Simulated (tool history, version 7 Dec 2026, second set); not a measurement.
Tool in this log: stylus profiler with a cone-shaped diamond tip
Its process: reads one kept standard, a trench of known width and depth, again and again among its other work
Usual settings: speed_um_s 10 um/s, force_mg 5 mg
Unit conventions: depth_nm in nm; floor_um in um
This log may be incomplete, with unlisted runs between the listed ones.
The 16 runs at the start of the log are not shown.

| run | hour | speed_um_s | force_mg | depth_nm | floor_um |
|---|---|---|---|---|---|
| 17 | 276.8 | 10 | 1.76 | 201.23 | 26.76 |
| 18 | 295.2 | 10 | 1.76 | 201.2 | 26.79 |
| 19 | 311.5 | 4 | 7.01 | 202.55 | 26.87 |
| 20 | 336.5 | 23 | 4.49 | 202.11 | 26.8 |
| 21 | 348.8 | 5 | 5.84 | 202.25 | 26.83 |
| 22 | 372.6 | 5 | 5.84 | 202.32 | 26.85 |
| 23 | 392.3 | 30 | 2.15 | 201.33 | 26.65 |
| 24 | 413.7 | 17 | 3.2 | 201.67 | 26.73 |
| 25 | 438.4 | 2 | 7.41 | 202.66 | 26.81 |
| 26 | 453.3 | 6 | 6.61 | 202.49 | 26.81 |
| 27 | 466.9 | 5 | 6.25 | 202.45 | 26.86 |
| 28 | 492.1 | 5 | 6.25 | 202.52 | 26.8 |
| 29 | 511.3 | 5 | 6.25 | 202.41 | 26.73 |
| 30 | 531.3 | 4 | 5.06 | 202.33 | 26.85 |
| 31 | 546.9 | 4 | 9.14 | 203.21 | 26.82 |
| 32 | 563.1 | 7 | 3.28 | 201.75 | 26.77 |

Alternative continuations, all from the tool just after run 32; predict every row:
| A | 580.7 | 7 | 6.66 | ? | ? |
| B | 580.7 | 8 | 13.32 | ? | ? |
| C | 580.7 | 7 | 3.28 | ? | ? |
| D | 580.7 | 16 | 3.28 | ? | ? |
| E | 580.7 | 7 | 9.75 | ? | ? |

| run | depth_nm | floor_um |
|---|---|---|
| A | 202.68 | 26.74 |
| B | 203.94 | 26.79 |
| C | 201.76 | 26.78 |
| D | 201.74 | 26.69 |
| E | 203.18 | 26.77 |
What these runs would have given with no unlogged condition in the tool:
| run | depth_nm | floor_um |
|---|---|---|
| A | 202.22 | 27.13 |
| B | 203.48 | 27.18 |
| C | 201.3 | 27.17 |
| D | 201.28 | 27.08 |
| E | 202.71 | 27.16 |
